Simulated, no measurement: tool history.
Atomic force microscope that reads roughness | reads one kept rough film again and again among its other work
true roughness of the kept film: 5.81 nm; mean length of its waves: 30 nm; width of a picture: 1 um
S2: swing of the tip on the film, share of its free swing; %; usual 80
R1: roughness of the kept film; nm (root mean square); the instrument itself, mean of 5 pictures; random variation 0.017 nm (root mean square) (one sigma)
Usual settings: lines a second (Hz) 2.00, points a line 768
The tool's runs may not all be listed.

Run 1, hour 0.0: usual settings. Result: R1 3.599 nm (root mean square).
At hour 36.5: new tip fitted.
Run 2, hour 37.5: usual settings but lines a second (Hz) 2.95. Result: R1 3.925 nm (root mean square).
Run 3, hour 118.8: usual settings but S2 87 %. Result: R1 3.334 nm (root mean square).
At hour 154.9: new tip fitted.
Run 4, hour 154.9: usual settings but S2 87 %. Result: R1 3.883 nm (root mean square).
Run 5, hour 237.2: usual settings but S2 87 %. Result: R1 3.341 nm (root mean square).
At hour 273.2: new tip fitted.
Run 6, hour 310.3: usual settings but S2 87 %. Result: R1 3.612 nm (root mean square).
Run 7, hour 365.1: usual settings but S2 87 %. Result: R1 3.262 nm (root mean square).
At hour 392.8: new tip fitted.
Run 8, hour 431.4: usual settings. Result: R1 3.904 nm (root mean square).
Run 9, hour 486.6: usual settings. Result: R1 3.488 nm (root mean square).
At hour 511.0: new tip fitted.
Run 10, hour 526.5: usual settings. Result: R1 4.092 nm (root mean square).
Run 11, hour 588.7: usual settings. Result: R1 3.640 nm (root mean square).
At hour 631.3: new tip fitted.
Run 12, hour 646.4: usual settings. Result: R1 4.093 nm (root mean square).
Run 13, hour 691.0: usual settings but lines a second (Hz) 0.57, S2 75 %, points a line 304. Result: R1 4.366 nm (root mean square).
Run 14, hour 745.7: usual settings but lines a second (Hz) 3.23, S2 56 %, points a line 994. Result: R1 3.855 nm (root mean square).
At hour 749.9: new tip fitted.
Run 15, hour 785.0: usual settings but points a line 734. Result: R1 3.946 nm (root mean square).
At hour 866.1: new tip fitted.
Run 16, hour 866.1: usual settings but points a line 734. Result: R1 4.247 nm (root mean square).
Run 17, hour 947.3: usual settings but S2 79 %. Result: R1 3.653 nm (root mean square).
At hour 984.9: new tip fitted.
Run 18, hour 1017.1: usual settings but S2 85 %, points a line 297. Result: R1 3.684 nm (root mean square).
Run 19, hour 1098.9: usual settings but lines a second (Hz) 2.58, S2 65 %, points a line 634. Result: R1 3.756 nm (root mean square).
At hour 1105.1: new tip fitted.
Run 20, hour 1138.5: usual settings but lines a second (Hz) 2.58, S2 65 %, points a line 634. Result: R1 4.297 nm (root mean square).
Run 21, hour 1204.2: usual settings but lines a second (Hz) 2.58, S2 65 %, points a line 634. Result: R1 3.807 nm (root mean square).
At hour 1221.9: new tip fitted.
Run 22, hour 1256.9: usual settings but lines a second (Hz) 1.08, S2 70 %, points a line 490. Result: R1 4.492 nm (root mean square).

5 ways to go on from here, each from the tool as it stands after run 22. What would each give?
At hour 1340.9: new tip fitted.
Run A, hour 1340.9: usual settings but S2 58 %, points a line 743. Result: R1 ?.
At hour 1340.9: new tip fitted.
Run B, hour 1340.9: usual settings but lines a second (Hz) 1.08, S2 61 %, points a line 554. Result: R1 ?.
At hour 1340.9: new tip fitted.
Run C, hour 1340.9: usual settings but lines a second (Hz) 1.48, S2 72 %, points a line 731. Result: R1 ?.
At hour 1340.9: new tip fitted.
Run D, hour 1340.9: usual settings but lines a second (Hz) 1.08, S2 70 %, points a line 853. Result: R1 ?.
At hour 1340.9: new tip fitted.
Run E, hour 1340.9: usual settings but lines a second (Hz) 3.55, S2 67 %, points a line 306. Result: R1 ?.

run     R1
  A  4.835
  B  4.916
  C  4.637
  D  4.816
  E  4.292
Without the tool's hidden state the same runs would have given:
run     R1
  A  4.835
  B  4.915
  C  4.636
  D  4.816
  E  4.291

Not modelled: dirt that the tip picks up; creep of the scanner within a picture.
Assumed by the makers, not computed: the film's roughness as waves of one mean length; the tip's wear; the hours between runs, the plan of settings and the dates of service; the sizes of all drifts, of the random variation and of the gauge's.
